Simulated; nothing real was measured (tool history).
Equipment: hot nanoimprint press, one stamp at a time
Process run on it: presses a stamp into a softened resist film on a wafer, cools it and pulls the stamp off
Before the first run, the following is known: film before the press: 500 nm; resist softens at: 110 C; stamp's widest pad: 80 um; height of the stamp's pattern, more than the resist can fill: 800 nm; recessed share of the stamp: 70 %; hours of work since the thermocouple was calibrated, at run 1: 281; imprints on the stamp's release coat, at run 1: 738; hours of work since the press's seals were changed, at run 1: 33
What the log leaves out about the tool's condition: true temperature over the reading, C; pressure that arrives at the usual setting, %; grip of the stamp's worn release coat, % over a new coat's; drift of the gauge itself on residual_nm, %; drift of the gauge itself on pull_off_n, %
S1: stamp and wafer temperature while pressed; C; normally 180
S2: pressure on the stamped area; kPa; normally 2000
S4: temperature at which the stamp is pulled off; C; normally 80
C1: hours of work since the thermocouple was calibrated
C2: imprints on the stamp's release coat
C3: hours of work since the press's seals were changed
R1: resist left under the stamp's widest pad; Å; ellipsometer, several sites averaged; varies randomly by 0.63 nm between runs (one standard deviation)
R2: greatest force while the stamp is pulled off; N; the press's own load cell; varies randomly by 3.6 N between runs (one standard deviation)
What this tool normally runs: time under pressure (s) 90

run 1 hour=0 | S1=180 S2=2000 time_under_pressure_(s)=90 S4=80 | C1=281 C2=738 C3=33 | R1=2733 R2=183
run 2 hour=5 | S1=180 S2=2000 time_under_pressure_(s)=90 S4=80 | C1=283 C2=751 C3=35 | R1=2733 R2=177
run 3 hour=13.1 | S1=180 S2=2000 time_under_pressure_(s)=90 S4=80 | C1=287 C2=773 C3=38 | R1=2736 R2=181
run 4 hour=17.4 | S1=180 S2=2000 time_under_pressure_(s)=90 S4=80 | C1=288 C2=785 C3=40 | R1=2735 R2=183
run 5 hour=26.1 | S1=180 S2=2000 time_under_pressure_(s)=90 S4=80 | C1=292 C2=808 C3=43 | R1=2742 R2=179
run 6 hour=35.2 | S1=180 S2=2000 time_under_pressure_(s)=104 S4=80 | C1=296 C2=832 C3=47 | R1=2587 R2=183
run 7 hour=43.5 | S1=180 S2=2000 time_under_pressure_(s)=90 S4=80 | C1=299 C2=854 C3=50 | R1=2734 R2=186
-- hour=53.7 plate thermocouple calibrated
run 8 hour=55.4 | S1=180 S2=2000 time_under_pressure_(s)=90 S4=80 | C1=1 C2=878 C3=54 | R1=2746 R2=181
run 9 hour=65.6 | S1=180 S2=2000 time_under_pressure_(s)=90 S4=85 | C1=5 C2=905 C3=58 | R1=2739 R2=173
run 10 hour=73.1 | S1=179 S2=2000 time_under_pressure_(s)=90 S4=80 | C1=8 C2=925 C3=61 | R1=2872 R2=191
run 11 hour=81.6 | S1=174 S2=2000 time_under_pressure_(s)=90 S4=80 | C1=11 C2=948 C3=64 | R1=3539 R2=186
run 12 hour=85.8 | S1=180 S2=2000 time_under_pressure_(s)=112 S4=80 | C1=13 C2=959 C3=66 | R1=2519 R2=183
run 13 hour=92.2 | S1=180 S2=2000 time_under_pressure_(s)=112 S4=80 | C1=16 C2=976 C3=69 | R1=2527 R2=187
run 14 hour=102.2 | S1=180 S2=2000 time_under_pressure_(s)=158 S4=80 | C1=20 C2=1003 C3=73 | R1=2206 R2=188
run 15 hour=110.8 | S1=180 S2=2000 time_under_pressure_(s)=158 S4=80 | C1=23 C2=1025 C3=76 | R1=2208 R2=185
run 16 hour=119.3 | S1=180 S2=2000 time_under_pressure_(s)=158 S4=80 | C1=27 C2=1048 C3=80 | R1=2215 R2=184
run 17 hour=127.3 | S1=186 S2=2300 time_under_pressure_(s)=107 S4=76 | C1=30 C2=1069 C3=83 | R1=1757 R2=203
run 18 hour=135.5 | S1=186 S2=2300 time_under_pressure_(s)=73 S4=76 | C1=33 C2=1091 C3=86 | R1=2064 R2=198
run 19 hour=145.7 | S1=188 S2=1710 time_under_pressure_(s)=55 S4=74 | C1=37 C2=1119 C3=90 | R1=2365 R2=208
run 20 hour=155.7 | S1=181 S2=1710 time_under_pressure_(s)=124 S4=86 | C1=41 C2=1145 C3=94 | R1=2444 R2=171
run 21 hour=161.3 | S1=180 S2=1530 time_under_pressure_(s)=102 S4=84 | C1=44 C2=1160 C3=97 | R1=2861 R2=171
-- hour=174.2 stamp cleaned and given a new release coat
run 22 hour=174.3 | S1=180 S2=1530 time_under_pressure_(s)=102 S4=84 | C1=46 C2=1 C3=99 | R1=2868 R2=169
run 23 hour=184.6 | S1=186 S2=2000 time_under_pressure_(s)=115 S4=80 | C1=51 C2=28 C3=104 | R1=1811 R2=192
run 24 hour=190.4 | S1=180 S2=1960 time_under_pressure_(s)=75 S4=80 | C1=53 C2=44 C3=106 | R1=2928 R2=189
run 25 hour=195.2 | S1=176 S2=1630 time_under_pressure_(s)=69 S4=87 | C1=55 C2=56 C3=108 | R1=3683 R2=170
run 26 hour=200.5 | S1=188 S2=1630 time_under_pressure_(s)=90 S4=79 | C1=57 C2=71 C3=110 | R1=1965 R2=190
run 27 hour=207.9 | S1=172 S2=1810 time_under_pressure_(s)=106 S4=80 | C1=60 C2=90 C3=113 | R1=3739 R2=183
run 28 hour=214.1 | S1=172 S2=1810 time_under_pressure_(s)=106 S4=80 | C1=62 C2=107 C3=116 | R1=3732 R2=180
run 29 hour=222 | S1=172 S2=1810 time_under_pressure_(s)=106 S4=80 | C1=66 C2=128 C3=119 | R1=3758 R2=186

Forecast each of these 3 alternatives for the next run:
run A hour=228 | S1=180 S2=2990 time_under_pressure_(s)=90 S4=80 | C1=68 C2=144 C3=121 | R1=? R2=?
run B hour=228 | S1=172 S2=1810 time_under_pressure_(s)=51 S4=80 | C1=68 C2=144 C3=121 | R1=? R2=?
run C hour=228 | S1=180 S2=1320 time_under_pressure_(s)=90 S4=85 | C1=68 C2=144 C3=121 | R1=? R2=?

run=A R1=2352 R2=182
run=B R1=4272 R2=187
run=C R1=3132 R2=166
Had the tool no hidden state, the same runs would have come out as:
run=A R1=2351 R2=181
run=B R1=4272 R2=186
run=C R1=3132 R2=166
